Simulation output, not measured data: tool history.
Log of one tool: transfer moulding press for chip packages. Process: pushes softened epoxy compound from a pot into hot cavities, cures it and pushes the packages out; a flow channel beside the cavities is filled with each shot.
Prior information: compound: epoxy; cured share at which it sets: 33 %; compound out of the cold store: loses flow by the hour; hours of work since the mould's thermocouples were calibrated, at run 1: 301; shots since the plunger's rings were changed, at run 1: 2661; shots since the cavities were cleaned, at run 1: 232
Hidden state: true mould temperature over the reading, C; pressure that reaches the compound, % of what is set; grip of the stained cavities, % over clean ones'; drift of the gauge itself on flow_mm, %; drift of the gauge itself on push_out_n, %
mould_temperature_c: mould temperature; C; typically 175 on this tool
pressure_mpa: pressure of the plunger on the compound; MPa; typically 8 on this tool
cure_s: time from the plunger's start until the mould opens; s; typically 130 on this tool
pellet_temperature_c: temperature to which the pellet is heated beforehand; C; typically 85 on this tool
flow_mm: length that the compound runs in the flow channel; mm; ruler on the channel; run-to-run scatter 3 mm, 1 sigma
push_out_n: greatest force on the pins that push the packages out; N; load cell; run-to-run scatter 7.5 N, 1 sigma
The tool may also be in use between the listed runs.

run,hour,mould_temperature_c,pressure_mpa,cure_s,pellet_temperature_c,hours of work since the mould's thermocouples were calibrated,shots since the plunger's rings were changed,shots since the cavities were cleaned,incoming compound's hours out of the cold store,flow_mm,push_out_n
1,0,175,8,130,85,301,2661,232,17.3,672,363
2,38.2,175,8,130,85,327,3026,597,42.7,577,444
3,78.5,176,8,130,85,354,3411,982,30.7,617,489
# hour 91.3: cavities cleaned with cleaning compound and waxed
4,110.4,175,8,130,87,374,3701,183,42.7,579,561
# hour 116.5: plunger's sealing rings changed
5,150,175,8,130,87,399,320,537,12.7,705,560
6,169.2,175,8,130,87,412,504,721,40.6,600,548
7,197.6,168,8,130,85,431,774,991,17.9,690,673
# hour 209: cavities cleaned with cleaning compound and waxed
# hour 219.8: cavities cleaned with cleaning compound and waxed, once more
8,243.4,175,8,130,85,460,1183,226,18.5,676,372
# hour 252.3: mould's thermocouples calibrated
9,276.5,172,8,130,85,16,1480,523,13,702,519
10,298.8,175,8,143,85,31,1693,736,19.1,678,475
11,321.3,175,8,130,85,46,1908,951,31.4,625,502
# hour 337.5: cavities cleaned with cleaning compound and waxed
12,354.1,175,8,130,85,67,2206,158,16.9,677,381
13,372.6,175,8,130,85,80,2382,334,44.7,577,399
14,404.9,175,6.54,130,85,101,2691,643,22.8,589,468
15,430.1,175,9.39,128,85,118,2932,884,45,621,496
# hour 455.5: cavities cleaned with cleaning compound and waxed
16,456.8,175,9.62,134,87,135,3172,13,40.4,639,316
17,495.7,179,9.62,134,93,162,3544,385,45.7,617,418
# hour 518.7: plunger's sealing rings changed
18,524,179,9.62,134,93,179,50,630,21.4,727,437
19,547.5,167,6.32,134,89,195,275,855,45.4,528,595
# hour 574.8: cavities cleaned with cleaning compound and waxed
20,589.2,167,6.32,134,89,222,659,138,41,538,444
21,629.3,173,8.06,141,85,249,1042,521,8.7,721,452
22,669.3,175,8.84,128,85,275,1423,902,37.1,636,501
# hour 690.5: cavities cleaned with cleaning compound and waxed
23,703.2,175,8.84,128,85,297,1733,121,48,595,372
24,734.4,176,8,130,80,318,2031,419,13.8,686,428
25,760.1,169,8,115,88,335,2276,664,36.2,615,633
26,789.3,169,8,115,88,355,2555,943,12.3,703,754
# hour 807.2: cavities cleaned with cleaning compound and waxed
27,823.5,178,8.04,114,91,377,2867,156,26.7,632,395
28,857.9,178,8.04,114,91,400,3195,484,18.3,666,441

Here are 3 independent what-if runs from the current tool condition. What would each one return?
A,889.1,175,8.84,115,94,421,3493,782,36.7,?,?
B,889.1,175,8,120,85,421,3493,782,21.7,?,?
C,889.1,178,8.99,114,91,421,3493,782,10.9,?,?

run,flow_mm,push_out_n
A,623,525
B,648,510
C,729,501
Had the tool no hidden state, the same runs would have come out as:
run,flow_mm,push_out_n
A,641,345
B,667,335
C,750,327
